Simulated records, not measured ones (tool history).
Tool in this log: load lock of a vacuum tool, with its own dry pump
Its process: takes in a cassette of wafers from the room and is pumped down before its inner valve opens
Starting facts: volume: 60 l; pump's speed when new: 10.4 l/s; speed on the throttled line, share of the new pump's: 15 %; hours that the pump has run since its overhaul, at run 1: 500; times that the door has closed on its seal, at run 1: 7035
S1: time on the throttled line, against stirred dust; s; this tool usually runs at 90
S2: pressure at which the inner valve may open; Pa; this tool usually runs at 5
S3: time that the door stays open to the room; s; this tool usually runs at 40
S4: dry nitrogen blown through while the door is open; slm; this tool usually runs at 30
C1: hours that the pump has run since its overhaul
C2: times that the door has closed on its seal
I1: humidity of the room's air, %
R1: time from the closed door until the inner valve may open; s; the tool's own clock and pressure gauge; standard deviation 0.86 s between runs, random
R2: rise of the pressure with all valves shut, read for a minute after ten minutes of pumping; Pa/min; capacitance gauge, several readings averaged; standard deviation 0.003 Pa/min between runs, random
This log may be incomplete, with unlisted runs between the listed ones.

run 1 hour=0.0 | S1=90 S2=5 S3=40 S4=30 | C1=500 C2=7035 | I1=44.4 | R1=135.7 R2=0.049
run 2 hour=119.6 | S1=90 S2=5 S3=40 S4=30 | C1=619 C2=7424 | I1=45.6 | R1=134.8 R2=0.051
run 3 hour=185.7 | S1=90 S2=5 S3=40 S4=30 | C1=686 C2=7640 | I1=42.4 | R1=133.9 R2=0.053
run 4 hour=325.1 | S1=90 S2=5 S3=134 S4=30 | C1=825 C2=8093 | I1=45.6 | R1=134.7 R2=0.071
run 5 hour=407.7 | S1=90 S2=5 S3=134 S4=30 | C1=908 C2=8362 | I1=50.7 | R1=135.3 R2=0.076
run 6 hour=477.7 | S1=90 S2=5 S3=134 S4=30 | C1=978 C2=8589 | I1=44.1 | R1=133.9 R2=0.073
run 7 hour=613.9 | S1=83 S2=5 S3=40 S4=30 | C1=1114 C2=9032 | I1=46.1 | R1=127.8 R2=0.069
run 8 hour=695.1 | S1=90 S2=5 S3=40 S4=30 | C1=1195 C2=9297 | I1=45.2 | R1=134.9 R2=0.068
run 9 hour=794.9 | S1=90 S2=5 S3=40 S4=30 | C1=1295 C2=9621 | I1=41.9 | R1=136.3 R2=0.073
run 10 hour=925.1 | S1=90 S2=5 S3=40 S4=30 | C1=1425 C2=10045 | I1=45.4 | R1=137.4 R2=0.074
run 11 hour=1047.8 | S1=90 S2=5 S3=40 S4=30 | C1=1548 C2=10444 | I1=43.7 | R1=136.0 R2=0.072
run 12 hour=1162.8 | S1=77 S2=5 S3=39 S4=9 | C1=1663 C2=10818 | I1=42.9 | R1=124.7 R2=0.085
run 13 hour=1239.8 | S1=77 S2=5 S3=39 S4=9 | C1=1740 C2=11068 | I1=44.8 | R1=124.2 R2=0.086
run 14 hour=1348.8 | S1=77 S2=5 S3=39 S4=9 | C1=1849 C2=11423 | I1=43.1 | R1=123.8 R2=0.096
run 15 hour=1465.1 | S1=77 S2=6 S3=39 S4=9 | C1=1965 C2=11802 | I1=47.8 | R1=123.2 R2=0.093
run 16 hour=1577.7 | S1=77 S2=6 S3=39 S4=9 | C1=2078 C2=12168 | I1=48.9 | R1=123.4 R2=0.100
run 17 hour=1673.6 | S1=77 S2=6 S3=39 S4=9 | C1=2173 C2=12480 | I1=43.3 | R1=124.1 R2=0.097
run 18 hour=1784.4 | S1=90 S2=7 S3=102 S4=5 | C1=2284 C2=12840 | I1=47.2 | R1=133.8 R2=0.120

3 ways to go on from here, each from the tool as it stands after run 18. What would each give?
run A hour=1883.4 | S1=90 S2=5 S3=50 S4=11 | C1=2383 C2=13162 | I1=46.4 | R1=? R2=?
run B hour=1883.4 | S1=119 S2=5 S3=26 S4=5 | C1=2383 C2=13162 | I1=44.1 | R1=? R2=?
run C hour=1883.4 | S1=54 S2=6 S3=40 S4=30 | C1=2383 C2=13162 | I1=42.5 | R1=? R2=?

run=A R1=134.5 R2=0.106
run=B R1=159.5 R2=0.108
run=C R1=103.3 R2=0.102
Without the tool's hidden state the same runs would have given:
run=A R1=133.6 R2=0.017
run=B R1=158.5 R2=0.017
run=C R1=102.3 R2=0.012
